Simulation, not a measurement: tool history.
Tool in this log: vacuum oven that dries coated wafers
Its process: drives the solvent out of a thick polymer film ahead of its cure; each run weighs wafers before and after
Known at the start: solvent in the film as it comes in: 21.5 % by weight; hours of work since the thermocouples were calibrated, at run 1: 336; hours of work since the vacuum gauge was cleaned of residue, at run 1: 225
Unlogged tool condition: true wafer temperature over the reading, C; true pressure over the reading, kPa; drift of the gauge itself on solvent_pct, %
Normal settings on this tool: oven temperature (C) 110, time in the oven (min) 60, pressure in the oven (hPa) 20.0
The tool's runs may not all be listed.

run   hour  oven temperature (C)  time in the oven (min)  pressure in the oven (hPa)  hours of work since the thermocouples were calibrated  hours of work since the vacuum gauge was cleaned of residue  solvent left in the film (%)
  1    0.0                   110                      60                        20.0                                                    336                                                          225                         3.974
  2   13.6                   110                      60                        20.0                                                    345                                                          234                         3.975
  3   21.5                   110                      60                        20.0                                                    350                                                          239                         3.965
  4   30.4                   110                      60                        20.0                                                    356                                                          245                         3.972
  5   36.3                   110                      46                        20.0                                                    360                                                          249                         5.491
  6   42.1                   114                      60                        20.0                                                    364                                                          252                         2.930
  7   52.0                   110                      91                        20.0                                                    370                                                          259                         2.123
  8   64.6                   110                      60                        20.0                                                    378                                                          267                         3.972
  9   72.0                   110                      60                        20.0                                                    383                                                          272                         3.972
 10   79.4                   110                      96                        20.0                                                    388                                                          277                         1.938
 11   86.2                   110                      60                        20.0                                                    392                                                          281                         3.960
 12   93.8                   122                      44                        35.5                                                    397                                                          286                         2.842
 13  101.2                    95                      89                        17.6                                                    402                                                          291                         6.372
     104.0  -- vacuum gauge cleaned of residue and calibrated
 14  110.1                   104                      74                        19.3                                                    407                                                            4                         4.563
 15  116.5                   104                      74                        19.3                                                    411                                                            8                         4.558
 16  124.7                   104                      57                        19.3                                                    417                                                           14                         6.079
 17  132.7                   100                      43                        46.4                                                    422                                                           19                         9.940
 18  141.1                   100                      43                        46.4                                                    427                                                           24                         9.951
 19  151.3                    97                      60                        70.3                                                    434                                                           31                        10.027
 20  160.6                   105                      87                        11.6                                                    440                                                           37                         3.150

What will run 21 give?
     163.7  -- vacuum gauge cleaned of residue and calibrated, once more
 21  173.7                   110                      82                        20.0                                                    447                                                            6                             ?

Run 21 came out at solvent left in the film (%) 2.471.
Without the tool's hidden state the same run would have given solvent left in the film (%) 2.652.
